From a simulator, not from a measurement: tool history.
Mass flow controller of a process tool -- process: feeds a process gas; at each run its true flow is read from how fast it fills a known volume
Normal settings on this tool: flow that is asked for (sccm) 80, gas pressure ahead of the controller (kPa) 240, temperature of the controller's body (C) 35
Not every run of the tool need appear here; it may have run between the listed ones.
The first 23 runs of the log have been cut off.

run      day  flow that is asked for (sccm)  gas pressure ahead of the controller (kPa)  temperature of the controller's body (C)  hours of work since the controller was set to zero  hours of work since the controller was changed  true flow (%)
 24  159.083                            180                                         264                                        35                                                 962                                            5418         100.94
 25  164.217                            180                                         264                                        35                                                1034                                            5490         100.89
 26   172.25                             20                                         256                                        35                                                1148                                            5603         101.02
 27  181.792                             20                                         256                                        38                                                1282                                            5738         101.18
 28  189.775                             50                                         256                                        22                                                1395                                            5850         100.69
 29  196.079                             71                                         233                                        36                                                1483                                            5939          99.86
 30  205.383                             80                                         240                                        34                                                1614                                            6070         100.15
 31  213.733                             32                                         161                                        39                                                1732                                            6188         100.35
 32  218.729                            143                                         230                                        23                                                1803                                            6258         101.24
 33  223.688                            128                                         162                                        33                                                1872                                            6328         100.43
 34  232.046                             36                                         240                                        35                                                1990                                            6446         101.14
 35   240.05                             80                                         240                                        29                                                2103                                            6559          100.8
 36  248.092                             80                                         141                                        29                                                2216                                            6672         100.44
 37  254.296                             80                                         141                                        29                                                2304                                            6759         100.58
 38  261.917                             80                                         141                                        29                                                2411                                            6867         100.61

Each row is a separate what-if for the run after 38, all from the same tool condition, not one after another. Results?
  A  270.946                             80                                         230                                        35                                                2538                                            6994              ?
  B  270.946                             80                                         141                                        35                                                2538                                            6994              ?
  C  270.946                             26                                         141                                        29                                                2538                                            6994              ?
  D  270.946                             80                                         141                                        31                                                2538                                            6994              ?
  E  270.946                             48                                         171                                        35                                                2538                                            6994              ?

run  true flow (%)
  A         100.72
  B         100.39
  C         102.95
  D          100.5
  E         100.89
Had the tool no hidden state, the same runs would have come out as:
run  true flow (%)
  A          97.52
  B          97.19
  C          96.53
  D           97.3
  E          96.67

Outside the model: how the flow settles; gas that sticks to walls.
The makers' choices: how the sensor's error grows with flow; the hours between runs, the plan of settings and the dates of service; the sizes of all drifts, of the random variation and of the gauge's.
